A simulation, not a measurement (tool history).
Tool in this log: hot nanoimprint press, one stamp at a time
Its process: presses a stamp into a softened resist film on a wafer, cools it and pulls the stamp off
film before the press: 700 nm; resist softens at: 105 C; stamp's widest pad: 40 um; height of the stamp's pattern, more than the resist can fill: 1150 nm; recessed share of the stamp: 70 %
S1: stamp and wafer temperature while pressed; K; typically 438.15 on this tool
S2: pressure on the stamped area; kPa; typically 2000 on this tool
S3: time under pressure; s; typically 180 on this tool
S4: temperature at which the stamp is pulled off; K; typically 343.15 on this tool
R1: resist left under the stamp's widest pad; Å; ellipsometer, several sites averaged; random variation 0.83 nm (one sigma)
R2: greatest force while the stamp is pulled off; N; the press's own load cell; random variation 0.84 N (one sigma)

run,hour,S1,S2,S3,S4,R1,R2
1,0.0,438.15,2000,180,343.15,2880,107.0
2,12.0,438.15,2330,180,343.15,2703,107.8
3,21.1,429.15,2000,180,343.15,4112,109.0
4,28.1,438.15,2000,314,343.15,2290,112.0
5,34.0,438.15,3150,180,343.15,2342,108.4
6,42.5,438.15,3100,180,343.15,2364,109.1
7,51.7,428.15,2000,180,343.15,4271,108.0
8,61.6,428.15,2000,180,343.15,4281,109.0
9,70.9,438.15,2000,180,343.15,2893,109.4
10,84.1,438.15,2000,180,343.15,2891,109.7
11,97.4,438.15,2000,180,343.15,2897,113.0
12,103.7,438.15,2000,180,343.15,2903,111.8
13,113.7,441.15,2980,359,336.15,1573,134.4
14,122.3,442.15,2840,160,350.15,2217,92.5
15,135.8,438.15,1480,95,347.15,4139,101.3
# hour 148.6: stamp cleaned and given a new release coat
16,154.4,438.15,2290,115,343.15,3265,96.4
17,161.7,438.15,2290,115,343.15,3264,97.6
18,168.3,433.15,2000,96,343.15,4363,99.7
19,175.9,433.15,2000,96,343.15,4380,97.5
20,182.2,433.15,1310,96,329.15,4953,136.0
21,188.0,433.15,1310,96,329.15,4973,136.5
22,201.7,446.15,1310,96,329.15,3343,139.5
23,210.4,446.15,1310,350,329.15,1956,137.7
24,221.5,428.15,1370,346,346.15,3983,91.7

Each row is a separate what-if for the run after 24, all from the same tool condition, not one after another. Results?
A,234.3,438.15,1660,111,336.15,?,?
B,234.3,449.15,1260,267,343.15,?,?
C,234.3,438.15,1300,180,343.15,?,?

run,R1,R2
A,3799,118.3
B,2021,100.3
C,3496,100.4
The same runs, with their run-to-run variation unchanged, on a tool lacking any hidden condition would have given:
run,R1,R2
A,3619,111.2
B,1922,93.7
C,3325,93.8

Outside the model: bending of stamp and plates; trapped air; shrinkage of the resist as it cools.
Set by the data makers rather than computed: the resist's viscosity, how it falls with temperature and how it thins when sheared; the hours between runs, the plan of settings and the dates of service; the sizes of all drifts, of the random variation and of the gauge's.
